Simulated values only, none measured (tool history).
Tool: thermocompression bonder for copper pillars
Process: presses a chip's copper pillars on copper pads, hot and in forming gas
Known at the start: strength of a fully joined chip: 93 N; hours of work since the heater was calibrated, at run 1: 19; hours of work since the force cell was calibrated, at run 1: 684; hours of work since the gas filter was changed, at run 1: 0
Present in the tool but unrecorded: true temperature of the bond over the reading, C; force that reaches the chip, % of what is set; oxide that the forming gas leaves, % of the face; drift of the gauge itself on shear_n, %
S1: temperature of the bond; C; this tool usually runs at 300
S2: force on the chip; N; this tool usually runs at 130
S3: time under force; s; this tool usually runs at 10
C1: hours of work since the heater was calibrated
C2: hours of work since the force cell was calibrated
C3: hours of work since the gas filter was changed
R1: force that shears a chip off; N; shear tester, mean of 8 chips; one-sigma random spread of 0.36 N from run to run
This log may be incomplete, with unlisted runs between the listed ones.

run,day,S1,S2,S3,C1,C2,C3,R1
1,0,300,130,10,19,684,0,41.1
2,0.204,300,130,10,22,687,3,41.1
3,0.458,300,141,10,26,691,7,43.7
4,0.729,300,141,10,30,695,11,44
# day 0.842: heater calibrated with a thermocouple chip
5,1.075,300,141,10,4,699,16,43.8
6,1.379,300,108,10,8,704,20,35.9
7,1.767,291,130,5,14,710,26,27.9
8,2.092,300,180,10,20,715,31,50.8
9,2.396,285,90,18,24,720,36,31.9
10,2.7,285,95,16,29,724,41,32.3
# day 2.971: heater calibrated with a thermocouple chip, once more
11,3.117,300,130,19,2,730,46,51.1

Predict each of these 4 candidate next runs independently; none follows another, all start after run 11:
A,3.521,280,130,8,9,736,52,?
B,3.521,329,88,11,9,736,52,?
C,3.521,300,85,16,9,736,52,?
D,3.521,300,133,19,9,736,52,?

run,R1
A,30.6
B,41
C,34.7
D,51.6
What these runs would have given with no unlogged condition in the tool:
run,R1
A,29.2
B,39.3
C,33.1
D,49.8
